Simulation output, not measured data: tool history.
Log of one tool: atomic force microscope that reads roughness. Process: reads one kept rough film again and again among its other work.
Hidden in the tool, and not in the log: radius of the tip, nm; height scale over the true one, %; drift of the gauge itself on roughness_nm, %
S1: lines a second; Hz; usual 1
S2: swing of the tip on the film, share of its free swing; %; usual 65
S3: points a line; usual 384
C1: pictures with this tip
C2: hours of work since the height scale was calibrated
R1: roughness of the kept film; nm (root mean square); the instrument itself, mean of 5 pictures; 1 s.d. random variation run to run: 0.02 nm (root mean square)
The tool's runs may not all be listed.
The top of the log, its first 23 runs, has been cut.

{"hour": 575.6, "done": "new tip fitted"}
{"run": 24, "hour": 583.4, "S1": 1.83, "S2": 65, "S3": 384, "C1": 9, "C2": 51, "R1": 4.821}
{"run": 25, "hour": 614.0, "S1": 1.06, "S2": 60, "S3": 384, "C1": 44, "C2": 66, "R1": 4.903}
{"run": 26, "hour": 645.4, "S1": 1, "S2": 56, "S3": 384, "C1": 80, "C2": 82, "R1": 4.851}
{"run": 27, "hour": 662.5, "S1": 1.33, "S2": 72, "S3": 624, "C1": 99, "C2": 90, "R1": 4.682}
{"run": 28, "hour": 682.9, "S1": 1.33, "S2": 72, "S3": 624, "C1": 123, "C2": 100, "R1": 4.621}
{"run": 29, "hour": 715.5, "S1": 1.33, "S2": 72, "S3": 624, "C1": 160, "C2": 116, "R1": 4.529}
{"run": 30, "hour": 739.9, "S1": 1.4, "S2": 63, "S3": 545, "C1": 188, "C2": 127, "R1": 4.606}
{"run": 31, "hour": 767.2, "S1": 1.4, "S2": 63, "S3": 545, "C1": 219, "C2": 141, "R1": 4.532}
{"run": 32, "hour": 788.3, "S1": 1, "S2": 73, "S3": 384, "C1": 244, "C2": 151, "R1": 4.473}
{"run": 33, "hour": 804.0, "S1": 0.51, "S2": 84, "S3": 384, "C1": 262, "C2": 159, "R1": 4.455}
{"run": 34, "hour": 824.1, "S1": 0.51, "S2": 84, "S3": 384, "C1": 285, "C2": 168, "R1": 4.45}
{"run": 35, "hour": 841.2, "S1": 0.51, "S2": 84, "S3": 384, "C1": 304, "C2": 177, "R1": 4.41}

Here are 4 independent what-if runs from the current tool condition. What would each one return?
{"hour": 869.3, "done": "new tip fitted"}
{"run": "A", "hour": 869.3, "S1": 0.51, "S2": 71, "S3": 384, "C1": 0, "C2": 190, "R1": "?"}
{"hour": 869.3, "done": "new tip fitted"}
{"run": "B", "hour": 869.3, "S1": 1, "S2": 65, "S3": 683, "C1": 0, "C2": 190, "R1": "?"}
{"hour": 869.3, "done": "new tip fitted"}
{"run": "C", "hour": 869.3, "S1": 1.03, "S2": 65, "S3": 384, "C1": 0, "C2": 190, "R1": "?"}
{"hour": 869.3, "done": "new tip fitted"}
{"run": "D", "hour": 869.3, "S1": 1.88, "S2": 60, "S3": 992, "C1": 0, "C2": 190, "R1": "?"}

run=A R1=4.966
run=B R1=4.929
run=C R1=4.928
run=D R1=4.916
With no hidden state in the tool, these same runs would have given:
run=A R1=4.981
run=B R1=4.944
run=C R1=4.944
run=D R1=4.931
